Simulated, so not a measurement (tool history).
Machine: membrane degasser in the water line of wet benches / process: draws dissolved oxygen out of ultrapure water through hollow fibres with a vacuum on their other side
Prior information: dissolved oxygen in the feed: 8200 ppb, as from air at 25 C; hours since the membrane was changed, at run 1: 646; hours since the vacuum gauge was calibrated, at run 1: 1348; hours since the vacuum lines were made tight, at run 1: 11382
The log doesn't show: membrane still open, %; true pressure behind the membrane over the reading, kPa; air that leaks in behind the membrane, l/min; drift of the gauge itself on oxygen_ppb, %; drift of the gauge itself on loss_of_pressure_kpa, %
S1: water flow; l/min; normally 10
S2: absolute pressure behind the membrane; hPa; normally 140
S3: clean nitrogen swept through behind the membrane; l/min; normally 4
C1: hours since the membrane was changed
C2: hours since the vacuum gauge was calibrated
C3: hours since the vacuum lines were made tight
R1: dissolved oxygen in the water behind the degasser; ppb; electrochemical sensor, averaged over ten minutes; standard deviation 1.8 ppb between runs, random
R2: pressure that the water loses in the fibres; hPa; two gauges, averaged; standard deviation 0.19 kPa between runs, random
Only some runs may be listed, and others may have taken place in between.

| run | hour | S1 | S2 | S3 | C1 | C2 | C3 | R1 | R2 |
|---|---|---|---|---|---|---|---|---|---|
| 1 | 0 | 10 | 140 | 4 | 646 | 1348 | 11382 | 186.7 | 412.8 |
| 2 | 98.9 | 12 | 140 | 4 | 745 | 1447 | 11481 | 280.2 | 489.4 |
| 3 | 196.8 | 12 | 140 | 4 | 843 | 1545 | 11579 | 280 | 491.9 |
| 4 | 299.2 | 10 | 140 | 4 | 945 | 1647 | 11681 | 189.1 | 410 |
| 5 | 390.1 | 10 | 140 | 4 | 1036 | 1738 | 11772 | 187.4 | 407.8 |
| 6 | 444 | 10 | 140 | 4 | 1090 | 1792 | 11826 | 187.5 | 407.6 |
| 7 | 498.9 | 10 | 140 | 4 | 1145 | 1847 | 11881 | 188.3 | 410.1 |
| 8 | 555.2 | 10 | 140 | 4 | 1201 | 1903 | 11937 | 188.3 | 409.7 |
| 9 | 646.9 | 10 | 140 | 4 | 1293 | 1995 | 12029 | 191.2 | 410.6 |
| 10 | 735.3 | 10 | 140 | 5.13 | 1381 | 2083 | 12117 | 174.2 | 410.4 |
| 11 | 782.6 | 10 | 140 | 9.02 | 1429 | 2130 | 12164 | 150.1 | 410.9 |
| 12 | 860.6 | 10 | 140 | 4 | 1507 | 2208 | 12242 | 188.6 | 413.2 |
| 13 | 906.9 | 10 | 140 | 4 | 1553 | 2255 | 12289 | 185 | 413.2 |
| 14 | 948.9 | 10 | 140 | 1.61 | 1595 | 2297 | 12331 | 285.5 | 410.2 |
| 15 | 1027.2 | 7 | 251 | 2.83 | 1673 | 2375 | 12409 | 181.9 | 289.3 |
| 16 | 1113.2 | 11 | 160 | 6.05 | 1759 | 2461 | 12495 | 219 | 452.4 |
| 17 | 1185.3 | 13 | 333 | 6.05 | 1831 | 2533 | 12567 | 404.2 | 540.8 |
| 18 | 1286 | 10 | 156 | 1.62 | 1932 | 2634 | 12668 | 306.5 | 413.2 |
| 19 | 1338.9 | 11 | 282 | 6.95 | 1985 | 2687 | 12721 | 257.9 | 453.4 |
|  | 1371.5 | seals of the vacuum lines changed |
| 20 | 1412.5 | 11 | 282 | 6.95 | 2057 | 2758 | 41 | 254.7 | 451.3 |
| 21 | 1489.9 | 15 | 106 | 1.94 | 2134 | 2836 | 118 | 478.3 | 615.3 |
| 22 | 1545.7 | 15 | 106 | 1.94 | 2190 | 2891 | 174 | 476.3 | 619.3 |
| 23 | 1617.4 | 15 | 106 | 1.94 | 2261 | 2963 | 246 | 476.5 | 611.6 |
| 24 | 1720 | 10 | 110 | 4.69 | 2364 | 3066 | 349 | 156.7 | 414.4 |
| 25 | 1772.3 | 8 | 142 | 4 | 2416 | 3118 | 401 | 111.9 | 329.1 |
| 26 | 1848.9 | 8 | 142 | 9.81 | 2493 | 3195 | 477 | 79.5 | 327.4 |

Across each entry between runs, compare the hidden state at the last listed run before it with the hidden state at the first listed run after it:
In the gap between runs 19 and 20: seals of the vacuum lines changed (hour 1371.5)
  true pressure behind the membrane over the reading, kPa: 0.06 -> 0.07; air that leaks in behind the membrane, l/min: 0.0263 -> 0.0024
  measured result minus the result with no hidden state, R1: +11 -> +4.7 ppb; R2: +3.1 -> +3.1 hPa

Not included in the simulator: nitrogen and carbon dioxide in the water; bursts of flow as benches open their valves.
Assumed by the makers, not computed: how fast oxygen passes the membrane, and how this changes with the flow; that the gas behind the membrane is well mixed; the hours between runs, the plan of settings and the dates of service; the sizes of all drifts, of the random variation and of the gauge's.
